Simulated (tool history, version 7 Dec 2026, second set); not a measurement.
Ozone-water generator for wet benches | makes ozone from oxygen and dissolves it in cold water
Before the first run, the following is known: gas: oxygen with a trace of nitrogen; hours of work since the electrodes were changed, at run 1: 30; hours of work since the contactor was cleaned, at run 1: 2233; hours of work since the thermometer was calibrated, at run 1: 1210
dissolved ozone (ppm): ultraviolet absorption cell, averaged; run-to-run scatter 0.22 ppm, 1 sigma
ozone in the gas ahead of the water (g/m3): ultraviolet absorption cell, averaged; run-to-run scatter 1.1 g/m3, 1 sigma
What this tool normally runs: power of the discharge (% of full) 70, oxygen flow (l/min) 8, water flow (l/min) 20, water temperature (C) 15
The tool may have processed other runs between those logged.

run   hour  power of the discharge (% of full)  oxygen flow (l/min)  water flow (l/min)  water temperature (C)  hours of work since the electrodes were changed  hours of work since the contactor was cleaned  hours of work since the thermometer was calibrated  dissolved ozone (ppm)  ozone in the gas ahead of the water (g/m3)
  1      0                                  70                    8                  20                     15                                               30                                           2233                                                1210                   31.8                                         203
  2   32.6                                  70                    8                  20                     15                                               61                                           2265                                                1242                   31.6                                       205.2
  3   51.4                                  70                 6.72                  20                     15                                               79                                           2283                                                1260                   30.9                                       219.4
  4   69.7                                  70                 6.72                  20                     15                                               97                                           2301                                                1277                   31.1                                       219.4
  5   96.8                                  70                 6.72                  20                     15                                              123                                           2327                                                1304                   30.8                                       220.9
  6  124.6                                  70                    8                  24                     15                                              150                                           2354                                                1330                   27.4                                       205.1
  7  152.6                                  70                    8                  24                     15                                              177                                           2381                                                1357                   27.3                                       204.3
  8  182.8                                  70                    8                  24                     15                                              206                                           2410                                                1387                   27.1                                       201.2
  9  209.2                                  70                    8                  24                     15                                              231                                           2435                                                1412                   27.2                                       202.6
 10  238.6                                  73                    8                  24                     15                                              260                                           2464                                                1440                   27.9                                       205.6
 11  253.9                                  41                    8                  20                     15                                              274                                           2478                                                1455                   23.7                                       154.2
 12  283.2                                  67                    8                  20                     15                                              303                                           2507                                                1483                   30.1                                       198.3
 13  305.4                                  70                    8                  20                     15                                              324                                           2528                                                1505                     31                                         203
 14  335.8                                  70                    8                  20                     15                                              354                                           2557                                                1534                     31                                       200.1
 15  359.5                                  70                    8                  20                     15                                              376                                           2580                                                1557                   30.7                                         202
 16  388.5                                  70                    8                  20                     15                                              404                                           2608                                                1585                   30.6                                       202.9
 17  405.2                                  80                 7.29                  20                      7                                              420                                           2624                                                1601                     37                                       222.4
 18  424.8                                  46                 4.06                  17                      9                                              439                                           2643                                                1620                     28                                       213.8
 19  453.8                                  46                 4.06                  17                      9                                              467                                           2671                                                1648                   27.6                                       213.9
 20    487                                  46                 4.06                  17                      9                                              499                                           2703                                                1680                   27.9                                       213.4
 21  518.3                                  70                    8                  28                     20                                              529                                           2733                                                1710                   21.7                                       198.5
 22  547.6                                  70                  6.5                  20                     19                                              558                                           2762                                                1738                   28.2                                       216.5
 23  580.1                                  70                 7.41                  20                     15                                              589                                           2793                                                1770                   30.2                                       205.9
 24  595.2                                  81                 6.13                  26                     15                                              604                                           2808                                                1784                   25.8                                       239.7
 25  617.7                                  93                14.04                  14                     14                                              625                                           2829                                                1806                   43.1                                       181.7
 26    636                                  58                 7.15                  14                     12                                              643                                           2847                                                1824                   36.6                                       189.4
 27  664.2                                  70                11.23                  20                     23                                              670                                           2874                                                1851                   26.1                                       172.9
 28  687.9                                  70                11.23                  20                     23                                              693                                           2897                                                1874                   25.8                                       173.3
 29  702.7                                  82                11.35                  15                     19                                              707                                           2911                                                1888                   35.5                                       184.1
 30  718.5                                  70                    8                  20                      8                                              723                                           2926                                                1903                   33.6                                       195.6
 31  747.2                                  70                    8                  20                     11                                              750                                           2954                                                1931                   32.3                                       198.3
 32  762.1                                  70                 6.71                  20                     11                                              765                                           2969                                                1945                   31.3                                       210.9

Forecast each of these 3 alternatives for the next run:
     784.4  -- contactor cleaned
  A  795.9                                  70                  4.7                  20                      9                                              793                                             11                                                1974                      ?                                           ?
     784.4  -- contactor cleaned
  B  795.9                                  62                    8                  20                     15                                              793                                             11                                                1974                      ?                                           ?
     784.4  -- contactor cleaned
  C  795.9                                  70                 8.02                  19                     15                                              793                                             11                                                1974                      ?                                           ?

run  dissolved ozone (ppm)  ozone in the gas ahead of the water (g/m3)
  A                   30.3                                         243
  B                   28.8                                       183.7
  C                   31.9                                       197.6
What these runs would have given with no unlogged condition in the tool:
run  dissolved ozone (ppm)  ozone in the gas ahead of the water (g/m3)
  A                   31.9                                       253.9
  B                   30.2                                       191.5
  C                   33.6                                       206.4

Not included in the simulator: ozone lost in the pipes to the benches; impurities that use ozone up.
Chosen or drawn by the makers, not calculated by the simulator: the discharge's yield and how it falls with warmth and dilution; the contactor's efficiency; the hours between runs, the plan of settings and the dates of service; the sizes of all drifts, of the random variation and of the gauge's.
